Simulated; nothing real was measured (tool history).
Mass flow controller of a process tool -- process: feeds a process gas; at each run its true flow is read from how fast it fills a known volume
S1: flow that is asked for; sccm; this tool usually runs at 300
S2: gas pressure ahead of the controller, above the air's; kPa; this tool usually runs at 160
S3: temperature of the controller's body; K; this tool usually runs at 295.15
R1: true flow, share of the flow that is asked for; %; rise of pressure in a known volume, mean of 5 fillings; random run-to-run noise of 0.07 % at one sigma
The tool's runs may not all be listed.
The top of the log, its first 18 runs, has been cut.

Run 19, hour 2491.6: usual settings. Result: R1 99.52 %.
Run 20, hour 2678.5: usual settings. Result: R1 99.50 %.
Run 21, hour 2814.7: usual settings. Result: R1 99.81 %.
Run 22, hour 2937.9: usual settings but S1 370 sccm. Result: R1 99.87 %.
Run 23, hour 3124.6: usual settings but S3 308.15 K. Result: R1 99.52 %.
Run 24, hour 3225.3: usual settings but S2 202 kPa. Result: R1 99.78 %.
Run 25, hour 3414.1: usual settings but S1 940 sccm. Result: R1 101.62 %.
Run 26, hour 3546.5: usual settings but S1 440 sccm, S2 155 kPa, S3 298.15 K. Result: R1 100.46 %.
Run 27, hour 3704.7: usual settings but S1 147 sccm, S2 189 kPa, S3 308.15 K. Result: R1 99.28 %.
Run 28, hour 3880.6: usual settings but S1 771 sccm, S2 209 kPa, S3 311.15 K. Result: R1 100.90 %.

Run 29 has not been measured yet. What should we expect?
Run 29, hour 4048.0: usual settings but S1 771 sccm, S2 209 kPa, S3 311.15 K. Result: R1 ?.

R1: 100.97 %
Were there no unlogged condition in the tool, this run, its random variation unchanged, would have produced R1 98.95 %.

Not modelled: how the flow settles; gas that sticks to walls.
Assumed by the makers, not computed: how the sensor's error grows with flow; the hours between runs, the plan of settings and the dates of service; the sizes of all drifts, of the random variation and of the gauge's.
